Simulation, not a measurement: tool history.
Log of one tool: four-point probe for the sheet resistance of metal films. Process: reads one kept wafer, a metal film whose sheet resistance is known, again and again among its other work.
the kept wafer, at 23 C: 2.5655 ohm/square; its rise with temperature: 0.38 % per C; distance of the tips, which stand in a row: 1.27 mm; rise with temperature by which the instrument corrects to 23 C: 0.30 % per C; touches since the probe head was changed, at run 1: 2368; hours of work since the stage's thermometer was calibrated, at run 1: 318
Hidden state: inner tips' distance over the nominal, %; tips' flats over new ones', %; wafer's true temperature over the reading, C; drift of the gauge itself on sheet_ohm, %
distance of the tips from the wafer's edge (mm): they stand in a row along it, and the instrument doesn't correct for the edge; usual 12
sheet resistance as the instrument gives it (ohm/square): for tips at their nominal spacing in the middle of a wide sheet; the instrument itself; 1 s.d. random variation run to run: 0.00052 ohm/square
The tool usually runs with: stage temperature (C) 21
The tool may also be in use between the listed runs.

run   hour  stage temperature (C)  distance of the tips from the wafer's edge (mm)  touches since the probe head was changed  hours of work since the stage's thermometer was calibrated  sheet resistance as the instrument gives it (ohm/square)
  1      0                     21                                               12                                      2368                                                         318                                                   2.57394
  2   23.8                     21                                               12                                      2995                                                         335                                                  2.574457
  3   48.6                     21                                               12                                      3650                                                         353                                                  2.573529
  4   74.3                     21                                                5                                      4328                                                         371                                                  2.644261
  5  105.5                     21                                               57                                      5152                                                         394                                                  2.558661
  6  128.3                     21                                               12                                      5755                                                         410                                                  2.573168
  7  162.8                     21                                               12                                      6666                                                         435                                                   2.57467
  8  206.7                     32                                               12                                      7824                                                         466                                                  2.593852
  9  244.4                     32                                               12                                      8820                                                         493                                                  2.595333
 10  286.2                     23                                               18                                      9924                                                         523                                                  2.567891
 11  312.2                     23                                               18                                     10610                                                         541                                                  2.567769
 12  339.1                     23                                               18                                     11319                                                         561                                                  2.567566
 13  367.3                     30                                                7                                     12064                                                         581                                                  2.620403
 14    403                     19                                               33                                     13008                                                         606                                                    2.5547
 15  427.9                     23                                               66                                     13665                                                         624                                                  2.561166

What does the tool deliver on the next run?
 16  472.2                     21                                               11                                     14832                                                         656                                                         ?

Logged for run 16: sheet resistance as the instrument gives it (ohm/square) 2.575188.
If the tool had no hidden condition, the same run with the same run-to-run variation would have returned sheet resistance as the instrument gives it (ohm/square) 2.57978.
